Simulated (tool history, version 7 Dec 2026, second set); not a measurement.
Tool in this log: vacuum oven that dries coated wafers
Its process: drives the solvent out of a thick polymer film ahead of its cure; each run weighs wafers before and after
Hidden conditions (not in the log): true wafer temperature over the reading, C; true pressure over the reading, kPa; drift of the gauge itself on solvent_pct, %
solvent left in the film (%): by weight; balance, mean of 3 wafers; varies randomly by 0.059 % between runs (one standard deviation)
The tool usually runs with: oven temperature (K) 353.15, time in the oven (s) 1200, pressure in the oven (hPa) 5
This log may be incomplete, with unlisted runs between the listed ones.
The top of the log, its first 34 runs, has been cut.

run	hour	oven temperature (K)	time in the oven (s)	pressure in the oven (hPa)	hours of work since the thermocouples were calibrated	hours of work since the vacuum gauge was cleaned of residue	solvent left in the film (%)
35	1874.7	340.15	1200	2.69	467	1864	7.83
36	1948.7	354.15	1740	3.64	500	1897	1.39
37	1984.9	354.15	1740	3.64	516	1913	1.49
38	2053.6	364.15	1380	5	546	1943	0.48
39	2111.1	364.15	1380	5	571	1969	0.66
40	2158.6	364.15	1380	5	592	1990	0.64
41	2213.1	359.15	1200	2.66	616	2014	1.3
# hour 2248.3: oven's thermocouples calibrated
42	2260.6	348.15	1200	8.28	5	2034	5.26
43	2327.7	364.15	720	8.39	35	2063	2.04
44	2402	364.15	720	8.39	68	2096	2.07
45	2451	357.15	1320	11.07	89	2118	2.23
46	2484.7	352.15	1200	7.24	104	2133	3.7
47	2528.6	352.15	1200	7.24	124	2152	3.73

4 ways to go on from here, each from the tool as it stands after run 47. What would each give?
A	2560.5	351.15	840	6.93	138	2166	?
B	2560.5	352.15	1860	7.24	138	2166	?
C	2560.5	344.15	1080	7.44	138	2166	?
D	2560.5	356.15	1200	12.59	138	2166	?

run	solvent left in the film (%)
A	5.51
B	2.13
C	7.34
D	2.89
The same runs, with their run-to-run variation unchanged, on a tool lacking any hidden condition would have given:
run	solvent left in the film (%)
A	5.48
B	2.1
C	7.31
D	2.86

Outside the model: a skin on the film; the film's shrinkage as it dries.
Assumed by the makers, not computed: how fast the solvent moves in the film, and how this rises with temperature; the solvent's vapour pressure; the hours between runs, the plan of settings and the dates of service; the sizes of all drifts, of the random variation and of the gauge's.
